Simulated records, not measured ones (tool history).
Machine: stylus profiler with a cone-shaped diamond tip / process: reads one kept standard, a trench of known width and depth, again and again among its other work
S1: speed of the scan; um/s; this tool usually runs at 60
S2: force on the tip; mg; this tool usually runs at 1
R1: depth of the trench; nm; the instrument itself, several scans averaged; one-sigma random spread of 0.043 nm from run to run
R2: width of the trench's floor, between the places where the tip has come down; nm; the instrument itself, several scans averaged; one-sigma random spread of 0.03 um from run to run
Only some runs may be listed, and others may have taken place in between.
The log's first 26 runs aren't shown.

Run 27, hour 517.7: usual settings but S1 15 um/s, S2 0.55 mg. Result: R1 100.54 nm, R2 47740 nm.
Run 28, hour 529.7: usual settings but S1 15 um/s, S2 0.55 mg. Result: R1 100.47 nm, R2 47710 nm.
Run 29, hour 554.5: usual settings but S1 16 um/s, S2 2.55 mg. Result: R1 101.1 nm, R2 47790 nm.
Run 30, hour 569.2: usual settings but S1 213 um/s, S2 2.52 mg. Result: R1 101.09 nm, R2 46620 nm.
Run 31, hour 586.2: usual settings but S1 144 um/s, S2 2.52 mg. Result: R1 101.12 nm, R2 47090 nm.
Run 32, hour 603.8: usual settings but S1 82 um/s, S2 1.53 mg. Result: R1 100.92 nm, R2 47250 nm.
Run 33, hour 625.9: usual settings but S1 197 um/s, S2 2.76 mg. Result: R1 101.14 nm, R2 46810 nm.
Run 34, hour 641.8: usual settings but S1 125 um/s, S2 0.45 mg. Result: R1 100.49 nm, R2 46160 nm.
Run 35, hour 661.2: usual settings but S1 125 um/s, S2 0.45 mg. Result: R1 100.47 nm, R2 46140 nm.
Run 36, hour 688.8: usual settings but S1 71 um/s, S2 2.39 mg. Result: R1 101 nm, R2 47390 nm.
Run 37, hour 714.4: usual settings but S1 19 um/s, S2 1.17 mg. Result: R1 100.71 nm, R2 47740 nm.
Run 38, hour 741.5: usual settings but S2 2.62 mg. Result: R1 101.15 nm, R2 47490 nm.
Run 39, hour 768.7: usual settings but S2 2.62 mg. Result: R1 101.19 nm, R2 47470 nm.
Run 40, hour 795.6: usual settings but S2 2.62 mg. Result: R1 101.17 nm, R2 47510 nm.
Run 41, hour 818.8: usual settings but S2 2.62 mg. Result: R1 101.11 nm, R2 47520 nm.

Consider 4 possible next runs. They are alternatives, not a sequence: every one starts from the tool as it was left by run 41. What does each give?
Run A, hour 837.4: usual settings but S1 17 um/s, S2 0.37 mg. Result: R1 ?, R2 ?.
Run B, hour 837.4: usual settings but S1 182 um/s, S2 1.73 mg. Result: R1 ?, R2 ?.
Run C, hour 837.4: usual settings but S1 103 um/s, S2 0.36 mg. Result: R1 ?, R2 ?.
Run D, hour 837.4: usual settings but S2 0.9 mg. Result: R1 ?, R2 ?.

run      R1     R2
  A  100.45  47570
  B  100.95  46600
  C  100.43  46210
  D  100.72  47250
With no hidden state in the tool, these same runs would have given:
run      R1     R2
  A  100.22  48310
  B  100.72  47340
  C   100.2  46950
  D  100.49  47980
